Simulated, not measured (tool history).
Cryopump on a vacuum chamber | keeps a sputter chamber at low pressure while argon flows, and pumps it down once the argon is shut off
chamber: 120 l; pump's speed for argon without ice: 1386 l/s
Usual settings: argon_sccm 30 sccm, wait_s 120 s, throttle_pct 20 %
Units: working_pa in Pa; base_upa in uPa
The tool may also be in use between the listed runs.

run    hour  argon_sccm  wait_s  throttle_pct  working_pa  base_upa
  1       0          30     120            20      0.2002      1.86
  2    39.3          30     120            48       0.093      1.94
  3    80.1          30      78            20      0.2022      2.17
  4   166.3          30      78            20      0.2015      2.17
      227.2  -- pump warmed up, emptied and cooled again
  5   231.6          30     120            23      0.1603      1.46
  6     297          30     120            23      0.1593      1.49
  7   389.2          30     120            23      0.1619      1.56
  8   442.7          30     120            23      0.1607      1.58
  9   522.2          30     120            20      0.1862      1.56
 10   591.3          30     120            20      0.1852      1.53
 11   631.1          30     177            20      0.1853      1.52
 12   690.5          30     177            20      0.1865       1.5
 13   728.5          30     177            20      0.1863       1.5
 14   810.3          30     113            20      0.1866      1.72
 15   904.9          20     113            26      0.0967      1.71
 16   978.9          20     113            26       0.097      1.76
 17  1042.6          51     113            52      0.1283      1.75
 18  1081.4          51     113            52      0.1289      1.81
 19  1123.2          51     113            52      0.1293      1.84
 20  1212.6          28      51            50      0.0741       2.3

The next listed run, before its measurement:
 21  1284          54     256            20           ?         ?

{"run 21": {"working_pa": 0.3394, "base_upa": 1.68}}
Without the tool's hidden state the same run would have given working_pa 0.3272 Pa, base_upa 0.37 uPa.
